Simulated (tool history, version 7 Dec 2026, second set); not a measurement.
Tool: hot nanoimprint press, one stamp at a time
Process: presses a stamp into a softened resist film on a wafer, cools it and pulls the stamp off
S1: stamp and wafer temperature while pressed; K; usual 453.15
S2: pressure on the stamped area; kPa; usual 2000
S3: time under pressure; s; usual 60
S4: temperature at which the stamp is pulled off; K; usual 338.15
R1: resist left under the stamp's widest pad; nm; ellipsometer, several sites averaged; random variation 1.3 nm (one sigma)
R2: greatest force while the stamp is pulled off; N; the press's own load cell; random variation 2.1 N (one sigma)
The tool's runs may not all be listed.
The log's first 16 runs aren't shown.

| run | hour | S1 | S2 | S3 | S4 | R1 | R2 |
|---|---|---|---|---|---|---|---|
| 17 | 165.9 | 453.15 | 2000 | 60 | 338.15 | 316.3 | 112 |
| 18 | 174.2 | 453.15 | 1410 | 95 | 345.15 | 321.7 | 105 |
| 19 | 182 | 463.15 | 2020 | 60 | 338.15 | 214 | 118 |
| 20 | 195.8 | 463.15 | 2020 | 60 | 338.15 | 213.9 | 116 |
| 21 | 207.8 | 463.15 | 2020 | 60 | 338.15 | 213.9 | 111 |
| 22 | 219 | 453.15 | 2000 | 43 | 338.15 | 352.3 | 117 |
| 23 | 231.3 | 453.15 | 2000 | 43 | 338.15 | 352.8 | 115 |
| 24 | 240.8 | 453.15 | 1610 | 75 | 337.15 | 323.8 | 116 |
| 25 | 247.8 | 453.15 | 1240 | 60 | 345.15 | 395.9 | 104 |

Forecast run 26:
| 26 | 256.8 | 453.15 | 1560 | 60 | 326.15 | ? | ? |

Run 26 gave R1 356.1 nm, R2 136 N.
Without the tool's hidden state the same run would have given R1 356 nm, R2 135 N.
